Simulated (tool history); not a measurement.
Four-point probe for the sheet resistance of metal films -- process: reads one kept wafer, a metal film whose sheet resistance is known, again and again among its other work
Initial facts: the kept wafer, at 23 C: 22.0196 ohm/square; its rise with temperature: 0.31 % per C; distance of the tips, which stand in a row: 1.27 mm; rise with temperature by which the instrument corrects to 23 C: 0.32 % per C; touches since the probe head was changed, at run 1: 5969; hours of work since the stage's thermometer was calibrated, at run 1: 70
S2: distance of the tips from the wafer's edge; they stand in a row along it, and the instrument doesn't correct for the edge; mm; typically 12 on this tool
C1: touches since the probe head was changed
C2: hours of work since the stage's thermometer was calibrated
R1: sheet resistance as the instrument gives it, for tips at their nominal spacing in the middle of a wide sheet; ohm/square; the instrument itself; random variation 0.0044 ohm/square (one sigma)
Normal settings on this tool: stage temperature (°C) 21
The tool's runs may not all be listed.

run 1 day=0 | stage_temperature_(°C)=21 S2=12 | C1=5969 C2=70 | R1=22.204574
run 2 day=2.158 | stage_temperature_(°C)=21 S2=12 | C1=7776 C2=91 | R1=22.218457
run 3 day=4.183 | stage_temperature_(°C)=21 S2=12 | C1=9470 C2=111 | R1=22.206434
run 4 day=6 | stage_temperature_(°C)=21 S2=12 | C1=10992 C2=129 | R1=22.206134
run 5 day=8.925 | stage_temperature_(°C)=21 S2=12 | C1=13441 C2=158 | R1=22.214777
run 6 day=11.129 | stage_temperature_(°C)=21 S2=12 | C1=15283 C2=180 | R1=22.21434
run 7 day=13.271 | stage_temperature_(°C)=21 S2=12 | C1=17077 C2=201 | R1=22.217339
run 8 day=14.542 | stage_temperature_(°C)=21 S2=48 | C1=18140 C2=213 | R1=22.089284
-- day=14.679 stage's thermometer calibrated
run 9 day=17.471 | stage_temperature_(°C)=21 S2=12 | C1=20574 C2=27 | R1=22.213689
run 10 day=20.067 | stage_temperature_(°C)=21 S2=12 | C1=22746 C2=53 | R1=22.216062
run 11 day=21.783 | stage_temperature_(°C)=21 S2=12 | C1=24186 C2=70 | R1=22.217059
run 12 day=23.129 | stage_temperature_(°C)=21 S2=12 | C1=25311 C2=83 | R1=22.227149
run 13 day=25.642 | stage_temperature_(°C)=21 S2=12 | C1=27415 C2=108 | R1=22.223642
run 14 day=28.312 | stage_temperature_(°C)=26 S2=49 | C1=29650 C2=134 | R1=22.075945
run 15 day=29.883 | stage_temperature_(°C)=25 S2=41 | C1=30963 C2=150 | R1=22.094163
-- day=30.171 stage's thermometer calibrated, once more
run 16 day=32.754 | stage_temperature_(°C)=25 S2=38 | C1=33352 C2=25 | R1=22.087008
run 17 day=35.421 | stage_temperature_(°C)=28 S2=17 | C1=35583 C2=52 | R1=22.131591
run 18 day=36.979 | stage_temperature_(°C)=28 S2=17 | C1=36886 C2=67 | R1=22.133282
run 19 day=39.554 | stage_temperature_(°C)=28 S2=17 | C1=39042 C2=92 | R1=22.134526
run 20 day=41.979 | stage_temperature_(°C)=20 S2=45 | C1=41072 C2=116 | R1=22.10614
run 21 day=43.325 | stage_temperature_(°C)=28 S2=19 | C1=42198 C2=129 | R1=22.125977
run 22 day=44.567 | stage_temperature_(°C)=28 S2=19 | C1=43236 C2=142 | R1=22.132987

Forecast run 23:
run 23 day=47.429 | stage_temperature_(°C)=28 S2=19 | C1=45632 C2=170 | R1=?

{"run 23": {"R1": 22.125734}}
With the hidden condition absent and the run-to-run variation left alone, this run would have shown R1 22.055209 ohm/square.

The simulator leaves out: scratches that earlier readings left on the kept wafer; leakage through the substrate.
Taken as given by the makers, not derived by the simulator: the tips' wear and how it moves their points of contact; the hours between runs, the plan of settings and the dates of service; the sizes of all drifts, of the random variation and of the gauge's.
